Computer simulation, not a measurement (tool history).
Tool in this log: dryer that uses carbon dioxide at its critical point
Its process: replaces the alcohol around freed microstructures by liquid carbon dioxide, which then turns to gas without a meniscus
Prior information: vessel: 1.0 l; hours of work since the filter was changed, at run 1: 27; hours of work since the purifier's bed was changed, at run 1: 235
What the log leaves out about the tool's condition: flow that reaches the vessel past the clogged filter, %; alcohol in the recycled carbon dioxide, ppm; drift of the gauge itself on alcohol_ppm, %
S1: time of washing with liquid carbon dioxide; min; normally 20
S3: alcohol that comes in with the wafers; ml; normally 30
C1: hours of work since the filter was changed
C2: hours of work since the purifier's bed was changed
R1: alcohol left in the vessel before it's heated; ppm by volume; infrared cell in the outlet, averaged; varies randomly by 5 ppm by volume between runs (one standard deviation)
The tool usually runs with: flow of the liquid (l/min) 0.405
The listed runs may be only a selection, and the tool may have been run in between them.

{"run": 1, "day": 0.0, "S1": 20, "flow of the liquid (l/min)": 0.405, "S3": 30, "C1": 27, "C2": 235, "R1": 47}
{"run": 2, "day": 0.208, "S1": 20, "flow of the liquid (l/min)": 0.405, "S3": 35, "C1": 30, "C2": 238, "R1": 31}
{"run": 3, "day": 0.5, "S1": 20, "flow of the liquid (l/min)": 0.405, "S3": 35, "C1": 35, "C2": 243, "R1": 57}
{"run": 4, "day": 0.675, "S1": 29, "flow of the liquid (l/min)": 0.405, "S3": 35, "C1": 38, "C2": 246, "R1": 28}
{"run": 5, "day": 0.896, "S1": 20, "flow of the liquid (l/min)": 0.405, "S3": 30, "C1": 42, "C2": 250, "R1": 39}
{"run": 6, "day": 1.238, "S1": 20, "flow of the liquid (l/min)": 0.405, "S3": 30, "C1": 47, "C2": 256, "R1": 49}
{"run": 7, "day": 1.579, "S1": 20, "flow of the liquid (l/min)": 0.405, "S3": 30, "C1": 53, "C2": 262, "R1": 37}
{"run": 8, "day": 1.804, "S1": 20, "flow of the liquid (l/min)": 0.405, "S3": 30, "C1": 57, "C2": 265, "R1": 49}
{"run": 9, "day": 2.017, "S1": 20, "flow of the liquid (l/min)": 0.405, "S3": 30, "C1": 61, "C2": 269, "R1": 49}
{"run": 10, "day": 2.212, "S1": 20, "flow of the liquid (l/min)": 0.33, "S3": 30, "C1": 64, "C2": 272, "R1": 69}
{"run": 11, "day": 2.433, "S1": 20, "flow of the liquid (l/min)": 0.33, "S3": 30, "C1": 68, "C2": 276, "R1": 75}
{"run": 12, "day": 2.642, "S1": 26, "flow of the liquid (l/min)": 0.55, "S3": 21, "C1": 71, "C2": 279, "R1": 30}
{"run": 13, "day": 2.825, "S1": 20, "flow of the liquid (l/min)": 0.405, "S3": 30, "C1": 74, "C2": 283, "R1": 40}
{"run": 14, "day": 3.0, "S1": 31, "flow of the liquid (l/min)": 0.418, "S3": 78, "C1": 77, "C2": 286, "R1": 39}
{"run": 15, "day": 3.325, "S1": 30, "flow of the liquid (l/min)": 0.405, "S3": 30, "C1": 83, "C2": 291, "R1": 35}
{"run": 16, "day": 3.562, "S1": 30, "flow of the liquid (l/min)": 0.405, "S3": 30, "C1": 87, "C2": 295, "R1": 37}
{"run": 17, "day": 3.808, "S1": 13, "flow of the liquid (l/min)": 0.405, "S3": 30, "C1": 91, "C2": 299, "R1": 220}
{"run": 18, "day": 4.108, "S1": 20, "flow of the liquid (l/min)": 0.296, "S3": 26, "C1": 96, "C2": 304, "R1": 122}
{"run": 19, "day": 4.454, "S1": 20, "flow of the liquid (l/min)": 0.296, "S3": 26, "C1": 102, "C2": 310, "R1": 110}
{"run": 20, "day": 4.7, "S1": 20, "flow of the liquid (l/min)": 0.296, "S3": 26, "C1": 106, "C2": 314, "R1": 116}
{"run": 21, "day": 4.992, "S1": 20, "flow of the liquid (l/min)": 0.296, "S3": 26, "C1": 111, "C2": 319, "R1": 116}

Alternative continuations, all from the tool just after run 21; predict every row:
{"run": "A", "day": 5.225, "S1": 32, "flow of the liquid (l/min)": 0.296, "S3": 26, "C1": 115, "C2": 323, "R1": "?"}
{"run": "B", "day": 5.225, "S1": 15, "flow of the liquid (l/min)": 0.681, "S3": 30, "C1": 115, "C2": 323, "R1": "?"}
{"run": "C", "day": 5.225, "S1": 20, "flow of the liquid (l/min)": 0.295, "S3": 47, "C1": 115, "C2": 323, "R1": "?"}
{"run": "D", "day": 5.225, "S1": 19, "flow of the liquid (l/min)": 0.44, "S3": 35, "C1": 115, "C2": 323, "R1": "?"}
{"run": "E", "day": 5.225, "S1": 25, "flow of the liquid (l/min)": 0.539, "S3": 45, "C1": 115, "C2": 323, "R1": "?"}

run=A R1=51
run=B R1=38
run=C R1=189
run=D R1=56
run=E R1=45
Had the tool no hidden state, the same runs would have come out as:
run=A R1=16
run=B R1=2
run=C R1=132
run=D R1=19
run=E R1=11

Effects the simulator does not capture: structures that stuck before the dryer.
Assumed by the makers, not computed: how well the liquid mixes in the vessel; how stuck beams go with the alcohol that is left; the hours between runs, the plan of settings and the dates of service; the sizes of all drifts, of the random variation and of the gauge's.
